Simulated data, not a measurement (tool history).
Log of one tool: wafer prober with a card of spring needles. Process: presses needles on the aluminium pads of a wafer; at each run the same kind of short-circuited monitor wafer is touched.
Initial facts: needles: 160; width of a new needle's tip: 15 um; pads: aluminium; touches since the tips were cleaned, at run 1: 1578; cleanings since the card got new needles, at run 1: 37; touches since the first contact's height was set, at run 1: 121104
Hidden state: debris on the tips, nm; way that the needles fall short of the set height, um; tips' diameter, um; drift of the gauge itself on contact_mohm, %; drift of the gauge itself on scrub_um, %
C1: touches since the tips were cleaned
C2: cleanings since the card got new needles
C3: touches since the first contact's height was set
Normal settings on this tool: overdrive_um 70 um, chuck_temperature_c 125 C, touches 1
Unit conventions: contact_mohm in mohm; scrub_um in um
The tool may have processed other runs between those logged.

run 1 day=0 | overdrive_um=70 chuck_temperature_c=125 touches=1 | C1=1578 C2=37 C3=121104 | contact_mohm=263 scrub_um=17.15
-- day=0.138 tips cleaned on abrasive film
-- day=0.412 tips cleaned on abrasive film
-- day=0.688 tips cleaned on abrasive film
-- day=0.958 tips cleaned on abrasive film
-- day=1.233 tips cleaned on abrasive film
run 2 day=1.296 | overdrive_um=70 chuck_temperature_c=125 touches=1 | C1=699 C2=42 C3=135185 | contact_mohm=269 scrub_um=17.17
-- day=1.571 tips cleaned on abrasive film
-- day=1.912 tips cleaned on abrasive film
-- day=2.188 tips cleaned on abrasive film
-- day=2.2 height of the first contact set anew
-- day=2.471 tips cleaned on abrasive film
-- day=2.767 tips cleaned on abrasive film
run 3 day=2.767 | overdrive_um=70 chuck_temperature_c=125 touches=1 | C1=0 C2=47 C3=6176 | contact_mohm=261 scrub_um=17.15
-- day=3.096 tips cleaned on abrasive film
-- day=3.433 tips cleaned on abrasive film
run 4 day=3.542 | overdrive_um=70 chuck_temperature_c=125 touches=1 | C1=1204 C2=49 C3=14655 | contact_mohm=260 scrub_um=17.18
-- day=3.75 tips cleaned on abrasive film
-- day=4.025 tips cleaned on abrasive film
run 5 day=4.283 | overdrive_um=70 chuck_temperature_c=125 touches=1 | C1=2888 C2=51 C3=22747 | contact_mohm=261 scrub_um=17.12
-- day=4.358 tips cleaned on abrasive film
-- day=4.629 tips cleaned on abrasive film
-- day=4.904 tips cleaned on abrasive film
run 6 day=5.154 | overdrive_um=88 chuck_temperature_c=125 touches=1 | C1=2743 C2=54 C3=32182 | contact_mohm=266 scrub_um=21.61
-- day=5.217 tips cleaned on abrasive film
-- day=5.554 tips cleaned on abrasive film
-- day=5.829 tips cleaned on abrasive film
run 7 day=5.95 | overdrive_um=70 chuck_temperature_c=125 touches=1 | C1=1351 C2=57 C3=40862 | contact_mohm=259 scrub_um=17.17
-- day=6.158 tips cleaned on abrasive film
-- day=6.433 tips cleaned on abrasive film
-- day=6.767 tips cleaned on abrasive film
run 8 day=6.912 | overdrive_um=70 chuck_temperature_c=125 touches=2 | C1=1649 C2=60 C3=51342 | contact_mohm=260 scrub_um=17.21
-- day=7.054 tips cleaned on abrasive film
-- day=7.329 tips cleaned on abrasive film
-- day=7.6 tips cleaned on abrasive film
-- day=7.942 tips cleaned on abrasive film
-- day=8.217 tips cleaned on abrasive film
run 9 day=8.346 | overdrive_um=68 chuck_temperature_c=41 touches=1 | C1=1447 C2=65 C3=66918 | contact_mohm=244 scrub_um=16.68
-- day=8.554 tips cleaned on abrasive film
-- day=8.825 tips cleaned on abrasive film
-- day=9.162 tips cleaned on abrasive film
-- day=9.438 tips cleaned on abrasive film
run 10 day=9.633 | overdrive_um=68 chuck_temperature_c=41 touches=1 | C1=2188 C2=69 C3=80937 | contact_mohm=236 scrub_um=16.69
-- day=9.775 tips cleaned on abrasive film
-- day=10.046 tips cleaned on abrasive film
-- day=10.321 tips cleaned on abrasive film
-- day=10.596 tips cleaned on abrasive film
run 11 day=10.675 | overdrive_um=77 chuck_temperature_c=41 touches=2 | C1=892 C2=73 C3=92238 | contact_mohm=238 scrub_um=18.9
-- day=10.879 tips cleaned on abrasive film
-- day=11.154 tips cleaned on abrasive film
-- day=11.429 tips cleaned on abrasive film
-- day=11.7 tips cleaned on abrasive film
run 12 day=11.721 | overdrive_um=54 chuck_temperature_c=80 touches=2 | C1=232 C2=77 C3=103610 | contact_mohm=251 scrub_um=13.35
-- day=11.996 tips cleaned on abrasive film
-- day=12.271 tips cleaned on abrasive film
run 13 day=12.488 | overdrive_um=54 chuck_temperature_c=80 touches=2 | C1=2373 C2=79 C3=111933 | contact_mohm=249 scrub_um=13.34
-- day=12.558 tips cleaned on abrasive film
-- day=12.829 tips cleaned on abrasive film
-- day=13.171 tips cleaned on abrasive film
-- day=13.446 tips cleaned on abrasive film
run 14 day=13.683 | overdrive_um=77 chuck_temperature_c=94 touches=1 | C1=2640 C2=83 C3=124973 | contact_mohm=255 scrub_um=19.06

Each row is a separate what-if for the run after 14, all from the same tool condition, not one after another. Results?
-- day=13.754 tips cleaned on abrasive film
-- day=14.096 tips cleaned on abrasive film
-- day=14.433 tips cleaned on abrasive film
-- day=14.708 tips cleaned on abrasive film
run A day=14.746 | overdrive_um=77 chuck_temperature_c=94 touches=2 | C1=387 C2=87 C3=136485 | contact_mohm=? scrub_um=?
-- day=13.754 tips cleaned on abrasive film
-- day=14.096 tips cleaned on abrasive film
-- day=14.433 tips cleaned on abrasive film
-- day=14.708 tips cleaned on abrasive film
run B day=14.746 | overdrive_um=77 chuck_temperature_c=122 touches=2 | C1=387 C2=87 C3=136485 | contact_mohm=? scrub_um=?
-- day=13.754 tips cleaned on abrasive film
-- day=14.096 tips cleaned on abrasive film
-- day=14.433 tips cleaned on abrasive film
-- day=14.708 tips cleaned on abrasive film
run C day=14.746 | overdrive_um=77 chuck_temperature_c=40 touches=1 | C1=387 C2=87 C3=136485 | contact_mohm=? scrub_um=?
-- day=13.754 tips cleaned on abrasive film
-- day=14.096 tips cleaned on abrasive film
-- day=14.433 tips cleaned on abrasive film
-- day=14.708 tips cleaned on abrasive film
run D day=14.746 | overdrive_um=51 chuck_temperature_c=32 touches=1 | C1=387 C2=87 C3=136485 | contact_mohm=? scrub_um=?
-- day=13.754 tips cleaned on abrasive film
-- day=14.096 tips cleaned on abrasive film
-- day=14.433 tips cleaned on abrasive film
-- day=14.708 tips cleaned on abrasive film
run E day=14.746 | overdrive_um=70 chuck_temperature_c=64 touches=1 | C1=387 C2=87 C3=136485 | contact_mohm=? scrub_um=?

run=A contact_mohm=254 scrub_um=19
run=B contact_mohm=262 scrub_um=19.11
run=C contact_mohm=241 scrub_um=18.93
run=D contact_mohm=239 scrub_um=12.63
run=E contact_mohm=246 scrub_um=17.27
With no hidden state in the tool, these same runs would have given:
run=A contact_mohm=254 scrub_um=18.73
run=B contact_mohm=262 scrub_um=18.84
run=C contact_mohm=241 scrub_um=18.66
run=D contact_mohm=239 scrub_um=12.45
run=E contact_mohm=246 scrub_um=17.03
